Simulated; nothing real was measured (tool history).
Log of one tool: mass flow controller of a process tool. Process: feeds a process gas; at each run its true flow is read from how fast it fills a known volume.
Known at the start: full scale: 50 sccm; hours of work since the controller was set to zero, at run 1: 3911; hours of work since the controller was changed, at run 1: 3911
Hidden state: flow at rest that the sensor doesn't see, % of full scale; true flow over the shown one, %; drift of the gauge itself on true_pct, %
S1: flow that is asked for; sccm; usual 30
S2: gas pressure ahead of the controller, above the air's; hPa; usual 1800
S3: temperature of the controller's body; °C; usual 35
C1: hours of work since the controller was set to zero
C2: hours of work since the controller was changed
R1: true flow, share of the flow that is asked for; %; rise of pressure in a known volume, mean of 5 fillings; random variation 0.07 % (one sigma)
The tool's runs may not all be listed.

run	day	S1	S2	S3	C1	C2	R1
1	0.000	30	1800	35	3911	3911	99.11
2	17.075	30	1460	35	4195	4195	99.16
3	25.688	30	1800	35	4338	4338	99.07
4	34.608	30	1800	35	4487	4487	98.94
5	50.267	30	1800	22	4747	4747	98.47
6	67.475	30	1800	35	5033	5033	98.77
7	86.754	6	1800	35	5354	5354	97.18
# day 96.133: controller exchanged for a calibrated one
8	96.146	6	1800	35	0	0	97.16
9	110.538	6	1800	35	240	240	97.12
10	119.829	6	1800	35	394	394	97.03
11	128.467	6	1800	35	538	538	97.03
12	145.883	6	1800	35	827	827	96.81
13	159.950	30	2290	35	1061	1061	98.08
14	175.300	39	1800	26	1317	1317	98.34
15	187.358	11	2450	25	1517	1517	96.46
16	196.096	30	1670	36	1662	1662	98.10
17	209.588	30	1880	20	1887	1887	97.47
18	218.921	8	1600	35	2042	2042	96.66
19	231.462	8	1600	35	2250	2250	96.59
20	244.033	7	1800	35	2460	2460	96.38

Run 21 comes next. What will it give?
21	254.350	30	1780	23	2631	2631	?

{"run 21": {"R1": 97.35}}
Without the tool's hidden state the same run would have given R1 98.90 %.
